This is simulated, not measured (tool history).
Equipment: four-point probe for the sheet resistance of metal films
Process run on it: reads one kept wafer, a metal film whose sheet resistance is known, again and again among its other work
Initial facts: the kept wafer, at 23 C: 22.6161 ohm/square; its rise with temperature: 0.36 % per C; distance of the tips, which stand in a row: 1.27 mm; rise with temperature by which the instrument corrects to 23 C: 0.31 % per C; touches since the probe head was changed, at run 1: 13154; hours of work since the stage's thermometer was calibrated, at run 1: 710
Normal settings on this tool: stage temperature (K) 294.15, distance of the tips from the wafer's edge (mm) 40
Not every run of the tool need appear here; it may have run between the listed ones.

| run | hour | stage temperature (K) | distance of the tips from the wafer's edge (mm) | touches since the probe head was changed | hours of work since the stage's thermometer was calibrated | sheet resistance as the instrument gives it (ohm/square) |
|---|---|---|---|---|---|---|
| 1 | 0.0 | 294.15 | 40 | 13154 | 710 | 22.597045 |
| 2 | 24.3 | 294.15 | 40 | 14112 | 722 | 22.589710 |
| 3 | 55.2 | 294.15 | 40 | 15332 | 738 | 22.597493 |
| 4 | 84.3 | 294.15 | 40 | 16477 | 753 | 22.594435 |
| 5 | 118.8 | 294.15 | 40 | 17838 | 770 | 22.603279 |
| 6 | 135.8 | 306.15 | 40 | 18511 | 779 | 22.734146 |
| 7 | 151.4 | 306.15 | 40 | 19126 | 787 | 22.732680 |
| 8 | 166.2 | 306.15 | 40 | 19711 | 794 | 22.732433 |
| 9 | 184.6 | 294.15 | 40 | 20437 | 804 | 22.615844 |
| 10 | 215.7 | 294.15 | 40 | 21661 | 820 | 22.606422 |
| 11 | 232.2 | 294.15 | 40 | 22313 | 828 | 22.611145 |
| 12 | 258.4 | 294.15 | 40 | 23345 | 841 | 22.610258 |
| 13 | 276.9 | 294.15 | 40 | 24075 | 851 | 22.609638 |
| 14 | 296.1 | 294.15 | 40 | 24835 | 860 | 22.620854 |
| 15 | 314.5 | 294.15 | 40 | 25561 | 870 | 22.619365 |
| 16 | 338.4 | 294.15 | 40 | 26501 | 882 | 22.618163 |
| 17 | 373.1 | 306.15 | 34 | 27870 | 899 | 22.762462 |
| 18 | 401.6 | 302.15 | 13 | 28997 | 914 | 22.810521 |
| 19 | 430.4 | 294.15 | 14 | 30132 | 928 | 22.720274 |
| 20 | 451.5 | 296.15 | 66 | 30963 | 939 | 22.647105 |
| 21 | 484.9 | 302.15 | 40 | 32282 | 956 | 22.717783 |
| 22 | 510.2 | 294.15 | 50 | 33278 | 969 | 22.632126 |
| 23 | 528.7 | 294.15 | 50 | 34009 | 978 | 22.625845 |
| 24 | 543.2 | 297.15 | 50 | 34579 | 986 | 22.666766 |
| 25 | 574.6 | 295.15 | 4 | 35817 | 1002 | 23.797470 |
| 26 | 596.8 | 295.15 | 4 | 36696 | 1013 | 23.798274 |
| 27 | 628.8 | 298.15 | 4 | 37959 | 1029 | 23.831887 |
| 28 | 660.1 | 295.15 | 22 | 39190 | 1045 | 22.691756 |
| 29 | 678.8 | 295.15 | 22 | 39929 | 1054 | 22.681702 |
| 30 | 713.4 | 295.15 | 22 | 41295 | 1072 | 22.689301 |

Each row is a separate what-if for the run after 30, all from the same tool condition, not one after another. Results?
| A | 731.1 | 300.15 | 32 | 41993 | 1081 | ? |
| B | 731.1 | 294.15 | 42 | 41993 | 1081 | ? |
| C | 731.1 | 295.15 | 40 | 41993 | 1081 | ? |
| D | 731.1 | 304.15 | 18 | 41993 | 1081 | ? |
| E | 731.1 | 299.15 | 48 | 41993 | 1081 | ? |

| run | sheet resistance as the instrument gives it (ohm/square) |
|---|---|
| A | 22.722378 |
| B | 22.658074 |
| C | 22.658724 |
| D | 22.813076 |
| E | 22.697060 |
What these runs would have given with no unlogged condition in the tool:
| run | sheet resistance as the instrument gives it (ohm/square) |
|---|---|
| A | 22.679219 |
| B | 22.614394 |
| C | 22.615153 |
| D | 22.770163 |
| E | 22.653843 |
